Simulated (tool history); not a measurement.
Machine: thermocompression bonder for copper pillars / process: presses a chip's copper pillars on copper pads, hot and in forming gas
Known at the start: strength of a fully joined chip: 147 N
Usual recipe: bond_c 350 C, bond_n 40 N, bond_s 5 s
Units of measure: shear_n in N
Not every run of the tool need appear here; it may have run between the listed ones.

run	hour	bond_c	bond_n	bond_s	shear_n
1	0	350	40	5	94.7
2	16.8	350	40	5	90.5
3	37.5	350	40	5	91.6
4	52.8	350	40	5	91.1
5	74.9	350	40	5	91.7
6	93.2	350	40	5	91.1
7	111.5	350	40	5	89.8
8	128.9	364	40	5	99.7
9	149	364	40	5	96.8
10	160.8	350	40	5	86.3
# hour 176.7: forming gas filter changed
11	177.6	350	40	5	98.6
12	204.5	350	40	5	98.3
13	230.8	350	38	5	94.3
14	250.2	350	38	5	94.8
15	262.2	336	38	5	83.5
16	277.5	350	40	13	116.5
17	300.9	350	40	13	117.9
18	326.6	350	40	5	92.5
19	353.8	350	40	4	85.9
20	368.3	350	40	4	87.1
21	383.8	350	29	5	73.5
22	397.1	332	29	6	67
23	416.2	332	29	6	65.8
24	443.3	330	31	5	62.7
25	465.3	330	31	5	61.6
26	480.5	349	31	3	61.4
27	503.5	350	25	11	81.9
# hour 507.4: heater calibrated with a thermocouple chip
28	520.3	350	25	11	78.8
29	540	368	40	6	99
30	558.3	368	40	6	97.7
31	573.9	372	36	14	113.3
# hour 586.9: forming gas filter changed
32	593	363	27	5	79
# hour 621.7: heater calibrated with a thermocouple chip, once more
33	622.3	363	38	12	128
34	637.2	363	38	12	126.4
35	660	376	33	5	108.2
36	680.6	329	27	6	68.8
37	706.4	357	40	5	103.8
38	726.6	357	40	5	103.3
39	751.1	327	26	12	80.7
40	770.9	324	26	3	46.6

Some steps in shear_n, run to run, broken into two amounts with sign: the step expected even without the hidden condition (settings, incoming material, random variation), and the rest, left for the hidden condition together with whatever gauge scatter is not in both the measured and the hidden-condition-free result:
The tool's hidden condition here consists of: true temperature of the bond over the reading, C; force that reaches the chip, % of what is set; oxide that the forming gas leaves, % of the face; drift of the gauge itself on shear_n, %.
Run 10 -> 11: forming gas filter changed. shear_n +12.3 N: hidden state +10.8, all else +1.5.
Run 31 -> 32: bond_c 372 -> 363, bond_n 36 -> 27, bond_s 14 -> 5, forming gas filter changed. shear_n -34.3 N: hidden state +11.1, all else -45.4.
Run 32 -> 33: bond_n 27 -> 38, bond_s 5 -> 12, heater calibrated with a thermocouple chip, once more. shear_n +49 N: hidden state +9.4, all else +39.6.
Run 35 -> 36: bond_c 376 -> 329, bond_n 33 -> 27, bond_s 5 -> 6. shear_n -39.4 N: hidden state +0.3, all else -39.7.
Run 36 -> 37: bond_c 329 -> 357, bond_n 27 -> 40, bond_s 6 -> 5. shear_n +35 N: hidden state -2, all else +37.

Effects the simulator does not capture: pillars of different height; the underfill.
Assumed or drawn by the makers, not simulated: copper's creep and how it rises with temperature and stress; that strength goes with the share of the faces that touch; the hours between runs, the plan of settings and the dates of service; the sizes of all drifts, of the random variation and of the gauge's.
